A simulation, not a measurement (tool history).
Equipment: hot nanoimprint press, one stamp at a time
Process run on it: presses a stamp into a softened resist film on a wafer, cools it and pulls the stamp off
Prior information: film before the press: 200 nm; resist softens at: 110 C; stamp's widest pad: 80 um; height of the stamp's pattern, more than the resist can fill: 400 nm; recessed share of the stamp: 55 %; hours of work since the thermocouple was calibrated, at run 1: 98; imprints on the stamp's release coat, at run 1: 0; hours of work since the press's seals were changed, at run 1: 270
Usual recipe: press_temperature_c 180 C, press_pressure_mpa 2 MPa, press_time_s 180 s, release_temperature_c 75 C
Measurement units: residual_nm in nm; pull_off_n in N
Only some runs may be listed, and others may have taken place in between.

run	hour	press_temperature_c	press_pressure_mpa	press_time_s	release_temperature_c	hours of work since the thermocouple was calibrated	imprints on the stamp's release coat	hours of work since the press's seals were changed	residual_nm	pull_off_n
1	0	180	2	180	75	98	0	270	71.75	112
2	50.3	180	2	180	75	132	211	303	71.73	114
3	76.3	180	2	180	75	149	320	321	71.74	111
4	128.6	180	2	180	75	184	539	355	71.68	116
5	168.4	180	2	180	75	210	706	381	71.72	114
6	207.1	180	2	180	75	236	868	407	71.79	114
7	260.9	180	2	180	75	271	1093	443	71.65	118
8	295.9	180	2	180	69	295	1240	466	71.78	126
9	343.4	180	2	137	69	326	1439	497	80.55	136
# hour 388.2: plate thermocouple calibrated
10	399.3	180	2	137	69	7	1660	533	80.51	129
# hour 423: press's hydraulic seals changed and the load cell set to zero
11	431	180	2	175	75	23	1760	5	72.62	122
12	464.7	180	2	175	75	45	1901	28	72.63	117
13	507.2	180	2	175	75	74	2079	56	72.66	118
14	560.4	180	1.63	180	75	109	2302	91	78.55	115
15	599.4	180	1.63	180	75	135	2465	117	78.69	118
# hour 613.4: stamp cleaned and given a new release coat
16	644.8	186	1.63	180	74	161	131	143	63.22	120
17	671	180	3.18	180	75	178	241	160	57.84	116
18	700.1	180	2	180	79	197	363	180	71.76	106
19	726.3	180	2	106	79	215	473	197	89.12	106
20	760.1	173	1.79	256	61	237	614	219	85.22	151
21	797.1	181	1.79	256	61	262	770	244	62.18	155
22	837.4	181	1.79	256	61	288	939	271	62.36	153
23	874.6	181	2.01	256	61	313	1094	295	59.08	155
24	917	189	2	284	60	341	1272	323	41.71	157
# hour 940: plate thermocouple calibrated
25	952.7	177	1.28	149	68	8	1409	345	103.82	140
26	1001.2	180	2	222	77	41	1612	377	65.46	106
27	1039.1	180	2	209	61	66	1771	402	67.18	160
28	1086.3	178	3.15	127	81	97	1968	434	73.26	101
29	1115.3	178	3.15	127	62	116	2090	453	73.25	155

Describe how what the log doesn't record of the tool's condition differs between the last listed run preceding each entry between runs and the first listed run following it.
Logged between run 9 and run 10: plate thermocouple calibrated (hour 388.2)
  grip of the stamp's worn release coat, % over a new coat's: 0.8 -> 1
Logged between run 10 and run 11: press's hydraulic seals changed and the load cell set to zero (hour 423)
  pressure that arrives at the usual setting, %: 99.98 -> 100
Logged between run 15 and run 16: stamp cleaned and given a new release coat (hour 613.4)
  grip of the stamp's worn release coat, % over a new coat's: 1.5 -> 0.1
Logged between run 24 and run 25: plate thermocouple calibrated (hour 940)
  true temperature over the reading, C: -0.01 -> 0; pressure that arrives at the usual setting, %: 99.99 -> 99.98; grip of the stamp's worn release coat, % over a new coat's: 0.7 -> 0.8
